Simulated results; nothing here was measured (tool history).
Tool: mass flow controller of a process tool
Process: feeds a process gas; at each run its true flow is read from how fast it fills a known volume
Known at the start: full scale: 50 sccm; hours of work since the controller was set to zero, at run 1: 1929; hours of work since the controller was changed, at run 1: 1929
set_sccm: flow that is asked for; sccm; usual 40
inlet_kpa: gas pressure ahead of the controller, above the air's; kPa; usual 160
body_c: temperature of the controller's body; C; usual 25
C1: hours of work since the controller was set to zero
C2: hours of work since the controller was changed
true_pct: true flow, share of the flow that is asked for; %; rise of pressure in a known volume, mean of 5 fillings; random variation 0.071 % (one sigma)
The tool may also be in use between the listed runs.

{"run": 1, "hour": 0.0, "set_sccm": 40, "inlet_kpa": 160, "body_c": 25, "C1": 1929, "C2": 1929, "true_pct": 99.69}
{"run": 2, "hour": 45.9, "set_sccm": 40, "inlet_kpa": 160, "body_c": 25, "C1": 1949, "C2": 1949, "true_pct": 99.84}
{"run": 3, "hour": 145.5, "set_sccm": 40, "inlet_kpa": 160, "body_c": 25, "C1": 1991, "C2": 1991, "true_pct": 99.82}
{"run": 4, "hour": 246.9, "set_sccm": 40, "inlet_kpa": 264, "body_c": 25, "C1": 2035, "C2": 2035, "true_pct": 99.94}
{"run": 5, "hour": 301.9, "set_sccm": 6, "inlet_kpa": 160, "body_c": 25, "C1": 2059, "C2": 2059, "true_pct": 99.03}
{"run": 6, "hour": 375.3, "set_sccm": 28, "inlet_kpa": 160, "body_c": 25, "C1": 2090, "C2": 2090, "true_pct": 99.48}
{"run": 7, "hour": 471.4, "set_sccm": 40, "inlet_kpa": 160, "body_c": 32, "C1": 2132, "C2": 2132, "true_pct": 100.36}
{"run": 8, "hour": 548.4, "set_sccm": 40, "inlet_kpa": 160, "body_c": 25, "C1": 2165, "C2": 2165, "true_pct": 99.82}
{"run": 9, "hour": 595.7, "set_sccm": 40, "inlet_kpa": 160, "body_c": 23, "C1": 2185, "C2": 2185, "true_pct": 99.47}
{"run": 10, "hour": 678.4, "set_sccm": 40, "inlet_kpa": 160, "body_c": 23, "C1": 2221, "C2": 2221, "true_pct": 99.57}
{"run": 11, "hour": 726.3, "set_sccm": 40, "inlet_kpa": 160, "body_c": 25, "C1": 2242, "C2": 2242, "true_pct": 99.75}
{"run": 12, "hour": 813.4, "set_sccm": 40, "inlet_kpa": 160, "body_c": 25, "C1": 2279, "C2": 2279, "true_pct": 99.76}
{"run": 13, "hour": 897.1, "set_sccm": 9, "inlet_kpa": 160, "body_c": 25, "C1": 2315, "C2": 2315, "true_pct": 99.06}
{"run": 14, "hour": 944.1, "set_sccm": 9, "inlet_kpa": 160, "body_c": 25, "C1": 2335, "C2": 2335, "true_pct": 99.14}
{"run": 15, "hour": 1004.8, "set_sccm": 9, "inlet_kpa": 160, "body_c": 25, "C1": 2362, "C2": 2362, "true_pct": 99.05}
{"run": 16, "hour": 1054.1, "set_sccm": 40, "inlet_kpa": 160, "body_c": 36, "C1": 2383, "C2": 2383, "true_pct": 100.84}
{"run": 17, "hour": 1143.9, "set_sccm": 40, "inlet_kpa": 160, "body_c": 26, "C1": 2421, "C2": 2421, "true_pct": 99.76}
{"run": 18, "hour": 1229.8, "set_sccm": 40, "inlet_kpa": 160, "body_c": 26, "C1": 2459, "C2": 2459, "true_pct": 99.8}
{"run": 19, "hour": 1295.4, "set_sccm": 40, "inlet_kpa": 160, "body_c": 25, "C1": 2487, "C2": 2487, "true_pct": 99.66}
{"run": 20, "hour": 1381.6, "set_sccm": 40, "inlet_kpa": 160, "body_c": 29, "C1": 2524, "C2": 2524, "true_pct": 100.03}
{"run": 21, "hour": 1464.4, "set_sccm": 40, "inlet_kpa": 153, "body_c": 29, "C1": 2560, "C2": 2560, "true_pct": 100.08}
{"run": 22, "hour": 1561.4, "set_sccm": 40, "inlet_kpa": 160, "body_c": 35, "C1": 2601, "C2": 2601, "true_pct": 100.68}
{"run": 23, "hour": 1650.4, "set_sccm": 40, "inlet_kpa": 160, "body_c": 35, "C1": 2640, "C2": 2640, "true_pct": 100.77}
{"run": 24, "hour": 1760.1, "set_sccm": 40, "inlet_kpa": 160, "body_c": 35, "C1": 2687, "C2": 2687, "true_pct": 100.74}
{"run": 25, "hour": 1818.6, "set_sccm": 40, "inlet_kpa": 160, "body_c": 35, "C1": 2712, "C2": 2712, "true_pct": 100.63}
{"run": 26, "hour": 1927.5, "set_sccm": 35, "inlet_kpa": 160, "body_c": 26, "C1": 2759, "C2": 2759, "true_pct": 99.68}
{"run": 27, "hour": 2020.8, "set_sccm": 6, "inlet_kpa": 159, "body_c": 24, "C1": 2799, "C2": 2799, "true_pct": 98.99}
{"run": 28, "hour": 2076.3, "set_sccm": 43, "inlet_kpa": 251, "body_c": 34, "C1": 2823, "C2": 2823, "true_pct": 100.81}
{"run": 29, "hour": 2148.0, "set_sccm": 40, "inlet_kpa": 253, "body_c": 27, "C1": 2854, "C2": 2854, "true_pct": 100.18}
{"run": 30, "hour": 2196.2, "set_sccm": 40, "inlet_kpa": 253, "body_c": 27, "C1": 2875, "C2": 2875, "true_pct": 100.06}
{"run": 31, "hour": 2287.7, "set_sccm": 40, "inlet_kpa": 160, "body_c": 28, "C1": 2914, "C2": 2914, "true_pct": 100.13}
{"run": 32, "hour": 2357.5, "set_sccm": 40, "inlet_kpa": 185, "body_c": 26, "C1": 2944, "C2": 2944, "true_pct": 99.76}
{"run": 33, "hour": 2421.6, "set_sccm": 5, "inlet_kpa": 178, "body_c": 37, "C1": 2972, "C2": 2972, "true_pct": 100.24}
{"run": 34, "hour": 2475.7, "set_sccm": 38, "inlet_kpa": 220, "body_c": 25, "C1": 2995, "C2": 2995, "true_pct": 99.75}
{"run": 35, "hour": 2540.6, "set_sccm": 23, "inlet_kpa": 156, "body_c": 25, "C1": 3023, "C2": 3023, "true_pct": 99.39}
{"run": 36, "hour": 2645.5, "set_sccm": 23, "inlet_kpa": 156, "body_c": 25, "C1": 3068, "C2": 3068, "true_pct": 99.44}
{"run": 37, "hour": 2704.8, "set_sccm": 40, "inlet_kpa": 198, "body_c": 21, "C1": 3094, "C2": 3094, "true_pct": 99.52}
{"run": 38, "hour": 2818.4, "set_sccm": 46, "inlet_kpa": 225, "body_c": 29, "C1": 3143, "C2": 3143, "true_pct": 100.34}
{"run": 39, "hour": 2881.0, "set_sccm": 36, "inlet_kpa": 160, "body_c": 29, "C1": 3170, "C2": 3170, "true_pct": 100.01}
{"run": 40, "hour": 2990.5, "set_sccm": 19, "inlet_kpa": 160, "body_c": 23, "C1": 3217, "C2": 3217, "true_pct": 99.21}
{"run": 41, "hour": 3089.4, "set_sccm": 40, "inlet_kpa": 173, "body_c": 21, "C1": 3260, "C2": 3260, "true_pct": 99.28}
{"run": 42, "hour": 3166.8, "set_sccm": 40, "inlet_kpa": 242, "body_c": 25, "C1": 3293, "C2": 3293, "true_pct": 99.85}
{"run": 43, "hour": 3246.4, "set_sccm": 40, "inlet_kpa": 242, "body_c": 25, "C1": 3327, "C2": 3327, "true_pct": 99.87}
{"run": 44, "hour": 3303.3, "set_sccm": 40, "inlet_kpa": 242, "body_c": 28, "C1": 3352, "C2": 3352, "true_pct": 100.23}
{"run": 45, "hour": 3388.2, "set_sccm": 40, "inlet_kpa": 242, "body_c": 28, "C1": 3388, "C2": 3388, "true_pct": 100.11}
{"run": 46, "hour": 3435.7, "set_sccm": 5, "inlet_kpa": 222, "body_c": 21, "C1": 3409, "C2": 3409, "true_pct": 98.77}
{"run": 47, "hour": 3518.6, "set_sccm": 38, "inlet_kpa": 160, "body_c": 25, "C1": 3444, "C2": 3444, "true_pct": 99.72}
{"run": 48, "hour": 3588.6, "set_sccm": 38, "inlet_kpa": 160, "body_c": 25, "C1": 3475, "C2": 3475, "true_pct": 99.63}
{"run": 49, "hour": 3690.9, "set_sccm": 10, "inlet_kpa": 223, "body_c": 31, "C1": 3519, "C2": 3519, "true_pct": 99.95}
{"run": 50, "hour": 3780.3, "set_sccm": 9, "inlet_kpa": 155, "body_c": 40, "C1": 3557, "C2": 3557, "true_pct": 100.59}

Forecast each of these 3 alternatives for the next run:
{"run": "A", "hour": 3864.8, "set_sccm": 40, "inlet_kpa": 269, "body_c": 25, "C1": 3594, "C2": 3594, "true_pct": "?"}
{"run": "B", "hour": 3864.8, "set_sccm": 40, "inlet_kpa": 160, "body_c": 28, "C1": 3594, "C2": 3594, "true_pct": "?"}
{"run": "C", "hour": 3864.8, "set_sccm": 20, "inlet_kpa": 255, "body_c": 25, "C1": 3594, "C2": 3594, "true_pct": "?"}

run=A true_pct=100.03
run=B true_pct=100.06
run=C true_pct=99.39
Without the tool's hidden state the same runs would have given:
run=A true_pct=100.03
run=B true_pct=100.05
run=C true_pct=99.39
